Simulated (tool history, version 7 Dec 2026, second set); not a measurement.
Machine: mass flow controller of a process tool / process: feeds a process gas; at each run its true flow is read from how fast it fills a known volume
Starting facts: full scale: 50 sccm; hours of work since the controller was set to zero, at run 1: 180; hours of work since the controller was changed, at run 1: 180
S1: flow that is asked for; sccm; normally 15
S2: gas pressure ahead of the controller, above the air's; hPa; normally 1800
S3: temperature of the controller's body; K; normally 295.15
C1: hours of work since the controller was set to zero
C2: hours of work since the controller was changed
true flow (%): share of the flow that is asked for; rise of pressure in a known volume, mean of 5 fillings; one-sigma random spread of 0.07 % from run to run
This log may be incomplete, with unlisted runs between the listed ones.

Run 1, day 0.000: usual settings; C1 180; C2 180. Result: true flow (%) 98.97.
Run 2, day 3.571: usual settings but S1 5 sccm; C1 212; C2 212. Result: true flow (%) 98.77.
Run 3, day 6.638: usual settings but S1 5 sccm; C1 239; C2 239. Result: true flow (%) 98.89.
Run 4, day 9.846: usual settings but S1 5 sccm; C1 268; C2 268. Result: true flow (%) 98.75.
Run 5, day 13.454: usual settings; C1 300; C2 300. Result: true flow (%) 99.14.
Run 6, day 17.950: usual settings; C1 340; C2 340. Result: true flow (%) 99.14.
Run 7, day 20.533: usual settings but S1 20 sccm; C1 363; C2 363. Result: true flow (%) 99.49.
Run 8, day 24.412: usual settings but S1 18 sccm; C1 398; C2 398. Result: true flow (%) 99.30.
Run 9, day 29.729: usual settings but S3 305.15 K; C1 446; C2 446. Result: true flow (%) 98.62.
Run 10, day 32.425: usual settings but S3 305.15 K; C1 470; C2 470. Result: true flow (%) 98.70.
Run 11, day 37.375: usual settings but S3 305.15 K; C1 514; C2 514. Result: true flow (%) 98.80.
Run 12, day 40.683: usual settings but S1 6 sccm; C1 543; C2 543. Result: true flow (%) 98.93.
Run 13, day 46.921: usual settings but S1 6 sccm; C1 599; C2 599. Result: true flow (%) 98.87.
Run 14, day 50.942: usual settings but S1 6 sccm; C1 635; C2 635. Result: true flow (%) 98.88.
Run 15, day 55.058: usual settings; C1 672; C2 672. Result: true flow (%) 99.20.
Run 16, day 59.079: usual settings but S1 11 sccm; C1 708; C2 708. Result: true flow (%) 99.19.
Run 17, day 61.804: usual settings but S1 20 sccm, S2 1750 hPa, S3 307.15 K; C1 732; C2 732. Result: true flow (%) 99.00.
Run 18, day 65.000: usual settings but S1 9 sccm; C1 761; C2 761. Result: true flow (%) 99.07.
Run 19, day 71.258: usual settings but S1 9 sccm; C1 816; C2 816. Result: true flow (%) 99.02.
Run 20, day 75.938: usual settings but S2 1600 hPa, S3 296.15 K; C1 858; C2 858. Result: true flow (%) 99.60.
Run 21, day 82.221: usual settings but S2 1600 hPa, S3 296.15 K; C1 914; C2 914. Result: true flow (%) 99.42.
Run 22, day 86.600: usual settings but S1 8 sccm, S2 2720 hPa, S3 313.15 K; C1 953; C2 953. Result: true flow (%) 97.65.
Run 23, day 89.967: usual settings but S1 16 sccm, S2 2580 hPa; C1 983; C2 983. Result: true flow (%) 99.06.
Run 24, day 96.262: usual settings but S1 16 sccm, S2 2580 hPa; C1 1040; C2 1040. Result: true flow (%) 99.03.
Run 25, day 101.212: usual settings but S1 16 sccm, S2 2580 hPa; C1 1084; C2 1084. Result: true flow (%) 99.07.
Run 26, day 104.700: usual settings but S1 48 sccm, S3 294.15 K; C1 1115; C2 1115. Result: true flow (%) 100.77.
Run 27, day 109.067: usual settings but S1 7 sccm, S2 2200 hPa, S3 309.15 K; C1 1154; C2 1154. Result: true flow (%) 98.40.
Run 28, day 113.979: usual settings but S1 10 sccm, S2 2730 hPa, S3 309.15 K; C1 1198; C2 1198. Result: true flow (%) 98.09.
Run 29, day 119.592: usual settings but S1 7 sccm, S2 1950 hPa, S3 309.15 K; C1 1248; C2 1248. Result: true flow (%) 98.54.
Run 30, day 122.588: usual settings but S1 7 sccm, S2 1950 hPa, S3 309.15 K; C1 1275; C2 1275. Result: true flow (%) 98.50.
Run 31, day 127.554: usual settings but S1 8 sccm; C1 1319; C2 1319. Result: true flow (%) 99.42.
Run 32, day 133.688: usual settings but S3 308.15 K; C1 1374; C2 1374. Result: true flow (%) 99.00.

Predict each of these 5 candidate next runs independently; none follows another, all start after run 32:
Run A, day 138.804: usual settings but S1 22 sccm, S2 2230 hPa, S3 294.15 K; C1 1420; C2 1420. Result: true flow (%) ?.
Run B, day 138.804: usual settings but S1 37 sccm; C1 1420; C2 1420. Result: true flow (%) ?.
Run C, day 138.804: usual settings; C1 1420; C2 1420. Result: true flow (%) ?.
Run D, day 138.804: usual settings but S3 304.15 K; C1 1420; C2 1420. Result: true flow (%) ?.
Run E, day 138.804: usual settings but S1 24 sccm, S3 312.15 K; C1 1420; C2 1420. Result: true flow (%) ?.

run  true flow (%)
  A          99.74
  B         100.42
  C          99.57
  D          99.15
  E          99.18
Take away the tool's hidden state, keep each run's random variation, and the runs would have read:
run  true flow (%)
  A          99.08
  B          99.75
  C          98.90
  D          98.49
  E          98.51
